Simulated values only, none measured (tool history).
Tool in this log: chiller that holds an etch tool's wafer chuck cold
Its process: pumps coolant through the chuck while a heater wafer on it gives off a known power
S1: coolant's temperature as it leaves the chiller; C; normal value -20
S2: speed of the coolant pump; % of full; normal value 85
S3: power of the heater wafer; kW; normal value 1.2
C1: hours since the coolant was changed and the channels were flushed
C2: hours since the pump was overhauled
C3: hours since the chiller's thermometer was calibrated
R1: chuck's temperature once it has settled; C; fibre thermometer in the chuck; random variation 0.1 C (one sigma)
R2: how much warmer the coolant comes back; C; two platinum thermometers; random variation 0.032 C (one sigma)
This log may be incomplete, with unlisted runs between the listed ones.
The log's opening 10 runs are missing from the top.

| run | hour | S1 | S2 | S3 | C1 | C2 | C3 | R1 | R2 |
|---|---|---|---|---|---|---|---|---|---|
| 11 | 255.8 | -20 | 85 | 1.208 | 2690 | 1716 | 368 | -5.6 | 3.86 |
| 12 | 277 | -20 | 72 | 1.2 | 2712 | 1738 | 389 | -4.2 | 4.56 |
| 13 | 302.7 | -20 | 72 | 1.2 | 2737 | 1763 | 415 | -4.2 | 4.6 |
| 14 | 332.7 | -20 | 72 | 1.2 | 2767 | 1793 | 445 | -4.3 | 4.56 |
| 15 | 359.2 | -20 | 85 | 1.2 | 2794 | 1820 | 471 | -5.7 | 3.9 |
| 16 | 388.7 | -20 | 85 | 1.2 | 2823 | 1849 | 501 | -5.5 | 3.86 |
| 17 | 425.9 | -22 | 64 | 1.017 | 2861 | 1887 | 538 | -7.6 | 4.42 |
| 18 | 451 | -13 | 78 | 1.203 | 2886 | 1912 | 563 | 2 | 4.25 |
| 19 | 481.9 | -13 | 78 | 1.203 | 2917 | 1943 | 594 | 2.3 | 4.24 |
| 20 | 498.7 | -13 | 78 | 1.274 | 2933 | 1959 | 611 | 2.9 | 4.47 |
| 21 | 516.1 | -20 | 89 | 0.653 | 2951 | 1977 | 628 | -12.4 | 2.03 |
| 22 | 554.3 | -26 | 80 | 0.785 | 2989 | 2015 | 666 | -16.5 | 2.7 |
| 23 | 588.6 | -28 | 67 | 0.648 | 3023 | 2049 | 700 | -19.1 | 2.76 |
| 24 | 617.6 | -15 | 69 | 0.701 | 3052 | 2078 | 729 | -5.5 | 2.84 |
| 25 | 643.6 | -15 | 69 | 0.701 | 3078 | 2104 | 755 | -5.4 | 2.86 |
| 26 | 672.1 | -20 | 69 | 1.2 | 3107 | 2133 | 784 | -3.6 | 4.91 |
| 27 | 692.8 | -25 | 69 | 0.974 | 3128 | 2153 | 805 | -11.9 | 3.92 |
| 28 | 718.6 | -25 | 69 | 1.721 | 3153 | 2179 | 830 | -1.8 | 6.91 |
| 29 | 738.4 | -25 | 69 | 0.751 | 3173 | 2199 | 850 | -14.7 | 3.08 |
| 30 | 758.9 | -16 | 85 | 1.052 | 3194 | 2220 | 871 | -3.3 | 3.46 |
| 31 | 782.1 | -20 | 67 | 1.274 | 3217 | 2243 | 894 | -2.7 | 5.31 |

Each row is a separate what-if for the run after 31, all from the same tool condition, not one after another. Results?
| A | 804.6 | -28 | 66 | 1.193 | 3239 | 2265 | 916 | ? | ? |
| B | 804.6 | -16 | 99 | 1.223 | 3239 | 2265 | 916 | ? | ? |
| C | 804.6 | -12 | 65 | 1.274 | 3239 | 2265 | 916 | ? | ? |

| run | R1 | R2 |
|---|---|---|
| A | -11.5 | 5.06 |
| B | -2.6 | 3.37 |
| C | 6 | 5.48 |
Without the tool's hidden state the same runs would have given:
| run | R1 | R2 |
|---|---|---|
| A | -11.5 | 4.93 |
| B | -2.6 | 3.24 |
| C | 6 | 5.34 |
